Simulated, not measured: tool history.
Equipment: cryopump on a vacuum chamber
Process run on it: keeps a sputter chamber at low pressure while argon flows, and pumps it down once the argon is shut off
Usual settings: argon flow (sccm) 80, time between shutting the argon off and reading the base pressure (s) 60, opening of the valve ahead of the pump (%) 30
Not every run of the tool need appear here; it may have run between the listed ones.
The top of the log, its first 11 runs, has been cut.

| run | hour | argon flow (sccm) | time between shutting the argon off and reading the base pressure (s) | opening of the valve ahead of the pump (%) | pressure while argon flows (Pa) | pressure after the wait (uPa) |
|---|---|---|---|---|---|---|
| 12 | 869.3 | 80 | 132 | 30 | 0.2268 | 1.17 |
|  | 878.9 | leaking fittings of the chamber tightened, without venting |
| 13 | 952.8 | 38 | 60 | 30 | 0.1092 | 0.82 |
| 14 | 1000 | 80 | 60 | 30 | 0.2289 | 0.85 |
| 15 | 1046.7 | 80 | 60 | 30 | 0.2308 | 0.85 |
| 16 | 1100.2 | 80 | 60 | 30 | 0.2319 | 0.87 |
| 17 | 1204.4 | 80 | 60 | 30 | 0.2344 | 0.98 |
| 18 | 1299.5 | 80 | 60 | 30 | 0.2341 | 1.02 |
| 19 | 1385.6 | 80 | 61 | 25 | 0.2776 | 1.08 |
| 20 | 1441.9 | 80 | 61 | 22 | 0.3172 | 1.08 |
| 21 | 1502.4 | 80 | 61 | 22 | 0.3165 | 1.15 |
|  | 1555.2 | pump warmed up, emptied and cooled again |
| 22 | 1594.5 | 80 | 61 | 22 | 0.2953 | 1.02 |
| 23 | 1692 | 93 | 40 | 22 | 0.344 | 1.4 |
| 24 | 1780.4 | 41 | 180 | 30 | 0.1123 | 0.72 |
| 25 | 1862 | 57 | 48 | 40 | 0.1172 | 1.3 |
| 26 | 1954.4 | 48 | 119 | 20 | 0.1973 | 0.86 |
| 27 | 2034.9 | 133 | 31 | 30 | 0.3703 | 1.87 |
| 28 | 2123.5 | 133 | 31 | 30 | 0.3714 | 1.89 |
| 29 | 2178.1 | 159 | 59 | 30 | 0.4459 | 1.35 |
| 30 | 2223.6 | 159 | 59 | 30 | 0.4463 | 1.35 |
| 31 | 2297.7 | 46 | 148 | 50 | 0.08 | 0.99 |
| 32 | 2341.3 | 130 | 118 | 19 | 0.5692 | 1.1 |
| 33 | 2387.9 | 43 | 118 | 34 | 0.1082 | 1.11 |
| 34 | 2453.3 | 67 | 60 | 42 | 0.1415 | 1.5 |
|  | 2511 | leaking fittings of the chamber tightened, without venting |
| 35 | 2556.5 | 67 | 60 | 42 | 0.1419 | 0.81 |

Consider 3 possible next runs. They are alternatives, not a sequence: every one starts from the tool as it was left by run 35. What does each give?
| A | 2652.2 | 73 | 158 | 26 | ? | ? |
| B | 2652.2 | 42 | 200 | 42 | ? | ? |
| C | 2652.2 | 80 | 240 | 30 | ? | ? |

| run | pressure while argon flows (Pa) | pressure after the wait (uPa) |
|---|---|---|
| A | 0.2401 | 0.5 |
| B | 0.0886 | 0.47 |
| C | 0.2315 | 0.41 |
What these runs would have given with no unlogged condition in the tool:
| run | pressure while argon flows (Pa) | pressure after the wait (uPa) |
|---|---|---|
| A | 0.2246 | 0.38 |
| B | 0.0797 | 0.35 |
| C | 0.2146 | 0.29 |
